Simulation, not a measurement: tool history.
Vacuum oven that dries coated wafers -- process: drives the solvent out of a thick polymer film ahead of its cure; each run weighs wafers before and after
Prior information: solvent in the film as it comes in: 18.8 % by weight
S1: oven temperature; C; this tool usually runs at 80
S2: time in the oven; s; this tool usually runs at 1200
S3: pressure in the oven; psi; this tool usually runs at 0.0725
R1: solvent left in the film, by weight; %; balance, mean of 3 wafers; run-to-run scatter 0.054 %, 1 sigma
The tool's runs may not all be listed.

run,hour,S1,S2,S3,R1
1,0.0,80,1200,0.0725,2.00
2,6.7,80,1200,0.0725,1.98
3,16.0,66,1200,0.0725,7.40
4,26.1,80,1320,0.0725,1.66
5,32.9,80,1200,0.0725,1.96
6,42.4,71,1200,0.0725,5.40
7,48.6,80,1200,0.0725,2.00
8,59.2,77,1200,0.0725,2.74
9,64.7,80,1200,0.0725,1.94
10,70.2,80,1200,0.0725,2.03
11,77.7,74,1200,0.0725,4.02
12,84.9,80,1680,0.0725,0.90
13,90.7,79,720,0.1890,5.13
14,98.6,79,720,0.1890,4.92
15,109.5,79,780,0.1957,4.60
16,115.3,80,1380,0.1862,1.70
17,120.6,80,1380,0.1862,1.68

Forecast each of these 5 alternatives for the next run:
A,129.5,88,720,0.2505,?
B,129.5,72,1380,0.1862,?
C,129.5,84,720,0.1723,?
D,129.5,74,1440,0.0725,?
E,129.5,91,1980,0.2777,?

run,R1
A,2.03
B,4.24
C,3.04
D,3.05
E,0.38
Without the tool's unlogged condition, the same runs would have read:
run,R1
A,2.03
B,4.23
C,3.03
D,3.05
E,0.38
